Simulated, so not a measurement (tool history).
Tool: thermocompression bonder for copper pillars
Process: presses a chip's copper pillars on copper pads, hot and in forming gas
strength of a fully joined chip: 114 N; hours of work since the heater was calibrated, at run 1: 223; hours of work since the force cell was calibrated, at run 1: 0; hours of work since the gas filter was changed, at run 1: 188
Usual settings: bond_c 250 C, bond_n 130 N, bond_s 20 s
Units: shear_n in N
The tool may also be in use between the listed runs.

run,day,bond_c,bond_n,bond_s,hours of work since the heater was calibrated,hours of work since the force cell was calibrated,hours of work since the gas filter was changed,shear_n
1,0.000,250,130,20,223,0,188,77.1
2,1.008,250,130,20,242,19,207,77.0
3,2.138,250,130,20,263,39,227,77.4
4,3.083,250,130,20,280,57,245,76.5
5,4.421,250,130,20,305,81,269,77.8
6,5.512,250,130,20,325,102,290,77.1
7,6.554,250,130,20,344,121,309,77.1
8,8.092,250,130,20,373,149,337,76.6
9,9.379,250,130,20,396,173,361,76.1
10,10.692,250,130,20,421,197,385,76.4
11,12.112,250,130,20,447,223,411,76.4
12,12.925,250,110,20,462,238,426,67.6
# day 13.133: forming gas filter changed
13,14.529,250,110,20,491,267,26,67.8
14,15.854,255,172,20,515,292,50,94.1
15,16.588,251,172,20,529,305,64,91.4
16,17.808,236,118,35,551,328,86,72.0
17,18.562,236,82,11,565,342,100,33.8
18,19.450,236,82,11,582,358,116,33.7
19,20.171,271,194,24,595,371,130,107.7
20,21.779,250,171,18,624,401,159,88.5
21,22.600,247,134,11,640,416,174,64.5
22,23.458,256,130,27,655,432,190,86.9
23,24.825,223,152,27,681,457,215,69.1

Run 24 comes next. What will it give?
24,25.492,279,158,14,693,469,228,?

Run 24 gave shear_n 99.5 N.
Without the tool's hidden state the same run would have given shear_n 99.7 N.
